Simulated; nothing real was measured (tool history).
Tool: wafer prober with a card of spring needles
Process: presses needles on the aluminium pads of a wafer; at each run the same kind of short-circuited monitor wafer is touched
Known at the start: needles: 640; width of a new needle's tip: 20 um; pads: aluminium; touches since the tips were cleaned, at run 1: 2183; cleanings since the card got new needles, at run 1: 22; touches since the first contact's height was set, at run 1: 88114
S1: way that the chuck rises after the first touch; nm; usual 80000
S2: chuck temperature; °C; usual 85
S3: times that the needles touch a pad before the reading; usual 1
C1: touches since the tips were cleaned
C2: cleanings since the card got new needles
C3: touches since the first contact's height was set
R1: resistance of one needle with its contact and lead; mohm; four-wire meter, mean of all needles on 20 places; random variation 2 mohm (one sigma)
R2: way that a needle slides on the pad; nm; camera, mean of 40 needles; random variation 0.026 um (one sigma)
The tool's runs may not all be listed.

run,day,S1,S2,S3,C1,C2,C3,R1,R2
1,0,80000,85,1,2183,22,88114,441,13320
# day 0.183: tips cleaned on abrasive film
2,0.329,80000,32,1,1392,23,91173,618,13050
# day 0.412: height of the first contact set anew
# day 0.592: tips cleaned on abrasive film
3,0.921,80000,85,1,3094,24,4736,457,13640
# day 1.012: tips cleaned on abrasive film
# day 1.417: tips cleaned on abrasive film
4,1.521,80000,85,1,994,26,10299,350,13580
# day 1.854: tips cleaned on abrasive film
5,2.012,80000,85,1,1487,27,14880,396,13590
# day 2.096: tips cleaned on abrasive film, once more
6,2.346,80000,85,1,2317,28,17968,445,13570
# day 2.508: tips cleaned on abrasive film
# day 2.933: tips cleaned on abrasive film
7,2.938,80000,85,1,45,30,23478,233,13560
# day 3.342: tips cleaned on abrasive film
8,3.475,80000,85,1,1272,31,28498,376,13540
# day 3.733: tips cleaned on abrasive film
9,3.842,80000,56,1,1009,32,31903,331,13480
10,4.088,80000,56,1,3306,32,34200,475,13490
# day 4.138: tips cleaned on abrasive film
# day 4.546: tips cleaned on abrasive film
11,4.629,80000,56,1,807,34,39242,349,13450
# day 4.938: tips cleaned on abrasive film
12,5.096,80000,56,1,1506,35,43588,410,13480
# day 5.329: tips cleaned on abrasive film
13,5.621,80000,56,1,2739,36,48477,460,13480
# day 5.717: tips cleaned on abrasive film
# day 6.142: tips cleaned on abrasive film
14,6.217,80000,56,1,726,38,54024,321,13390
# day 6.562: tips cleaned on abrasive film
15,6.729,80000,85,1,1544,39,58775,398,13440
# day 6.962: tips cleaned on abrasive film
16,7.129,80000,85,1,1579,40,62521,412,13390
# day 7.354: tips cleaned on abrasive film
17,7.604,80000,85,1,2363,41,66947,444,13360
# day 7.771: tips cleaned on abrasive film
18,7.854,93000,97,3,764,42,69249,249,15570
19,8.1,93000,97,3,3096,42,71581,289,15580
# day 8.171: tips cleaned on abrasive film
20,8.438,94000,50,1,2512,43,74704,400,15680
# day 8.571: tips cleaned on abrasive film
21,8.854,79000,60,2,2665,44,78579,374,13120
# day 9: tips cleaned on abrasive film
22,9.371,97000,50,2,3486,45,83424,336,16150
# day 9.433: tips cleaned on abrasive film
# day 9.838: tips cleaned on abrasive film
23,9.938,69000,54,3,940,47,88665,275,11390
# day 10.25: tips cleaned on abrasive film
# day 10.271: height of the first contact set anew
24,10.271,69000,54,3,73,48,0,227,11740
# day 10.654: tips cleaned on abrasive film
25,10.812,96000,27,1,1503,49,5064,347,16350
# day 11.079: tips cleaned on abrasive film
26,11.2,96000,27,1,1142,50,8688,312,16390
# day 11.508: tips cleaned on abrasive film
27,11.508,96000,27,1,0,51,11547,216,16340

Forecast run 28:
# day 11.921: tips cleaned on abrasive film
28,12.008,96000,27,1,817,52,16197,?,?

{"run 28": {"R1": 286, "R2": 16340}}
Without the tool's hidden state the same run would have given R1 193 mohm, R2 16400 nm.

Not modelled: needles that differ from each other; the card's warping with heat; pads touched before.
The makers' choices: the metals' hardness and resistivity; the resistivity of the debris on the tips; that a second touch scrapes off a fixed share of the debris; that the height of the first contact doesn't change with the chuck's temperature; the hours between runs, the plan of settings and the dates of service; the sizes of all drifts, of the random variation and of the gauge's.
